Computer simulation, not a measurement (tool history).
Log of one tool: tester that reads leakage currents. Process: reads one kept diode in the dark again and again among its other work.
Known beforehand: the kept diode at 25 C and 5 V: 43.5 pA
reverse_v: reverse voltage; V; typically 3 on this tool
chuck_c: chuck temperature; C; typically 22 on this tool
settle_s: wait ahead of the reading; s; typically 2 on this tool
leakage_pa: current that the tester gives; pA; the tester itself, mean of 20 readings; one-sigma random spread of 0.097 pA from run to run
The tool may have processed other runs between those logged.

Run 1, day 0: usual settings. Result: leakage_pa 24.74 pA.
Run 2, day 1.283: usual settings. Result: leakage_pa 24.78 pA.
Run 3, day 2.412: usual settings. Result: leakage_pa 24.68 pA.
Run 4, day 3.258: usual settings but reverse_v 1.04 V. Result: leakage_pa 15.81 pA.
Run 5, day 4.129: usual settings. Result: leakage_pa 24.75 pA.
Run 6, day 5.004: usual settings but chuck_c 33 C. Result: leakage_pa 63.78 pA.
Run 7, day 6.179: usual settings but reverse_v 4.5 V. Result: leakage_pa 29.1 pA.
Run 8, day 7.3: usual settings but reverse_v 4.5 V. Result: leakage_pa 29.17 pA.
Run 9, day 8.6: usual settings but settle_s 0.42 s. Result: leakage_pa 26.33 pA.
Run 10, day 10.029: usual settings. Result: leakage_pa 24.41 pA.
Run 11, day 11.125: usual settings. Result: leakage_pa 24.28 pA.
Run 12, day 12.275: usual settings. Result: leakage_pa 24.27 pA.
At day 13.942: chuck's temperature calibrated.
Run 13, day 13.942: usual settings but settle_s 5.03 s. Result: leakage_pa 27.52 pA.
Run 14, day 14.833: usual settings but settle_s 5.03 s. Result: leakage_pa 27.48 pA.
Run 15, day 15.592: usual settings but settle_s 5.03 s. Result: leakage_pa 27.33 pA.
Run 16, day 16.579: usual settings but chuck_c 53 C, settle_s 3.16 s. Result: leakage_pa 338.11 pA.
Run 17, day 18.096: usual settings but reverse_v 4.39 V, chuck_c 50 C, settle_s 6.62 s. Result: leakage_pa 315.96 pA.
Run 18, day 19.596: usual settings but reverse_v 6.15 V. Result: leakage_pa 37.6 pA.
At day 19.75: tester calibrated.
Run 19, day 20.517: usual settings but reverse_v 6.27 V, chuck_c 26 C. Result: leakage_pa 52.83 pA.
Run 20, day 22.083: usual settings but reverse_v 7.44 V, chuck_c 28 C. Result: leakage_pa 67.36 pA.
At day 22.854: tester calibrated, once more.
Run 21, day 22.904: usual settings but reverse_v 7.44 V, chuck_c 28 C. Result: leakage_pa 67.84 pA.
Run 22, day 24.321: usual settings but reverse_v 9.47 V, settle_s 1.49 s. Result: leakage_pa 46.38 pA.
Run 23, day 25.725: usual settings but reverse_v 5.59 V, chuck_c 40 C. Result: leakage_pa 158.95 pA.
Run 24, day 26.958: usual settings but chuck_c 41 C, settle_s 7.18 s. Result: leakage_pa 131.4 pA.
Run 25, day 28.117: usual settings but reverse_v 7.34 V, settle_s 2.31 s. Result: leakage_pa 40.46 pA.

Some steps in leakage_pa between neighbouring runs. How much of each would the tool show without its hidden state too (settings, what came in, random variation), and how much is left for the hidden state, with any gauge scatter that isn't in both results?
What the log doesn't record here: stray current of the dirty probe card, pA a volt; current scale over the true one, %; true chuck temperature over the reading, C; drift of the gauge itself on leakage_pa, %.
Run 15 -> 16: chuck_c 22 -> 53, settle_s 5.03 -> 3.16. leakage_pa +310.78 pA: hidden state -6.17, all else +316.95.
Run 17 -> 18: reverse_v 4.39 -> 6.15, chuck_c 50 -> 22, settle_s 6.62 -> 2. leakage_pa -278.36 pA: hidden state +7.04, all else -285.4.
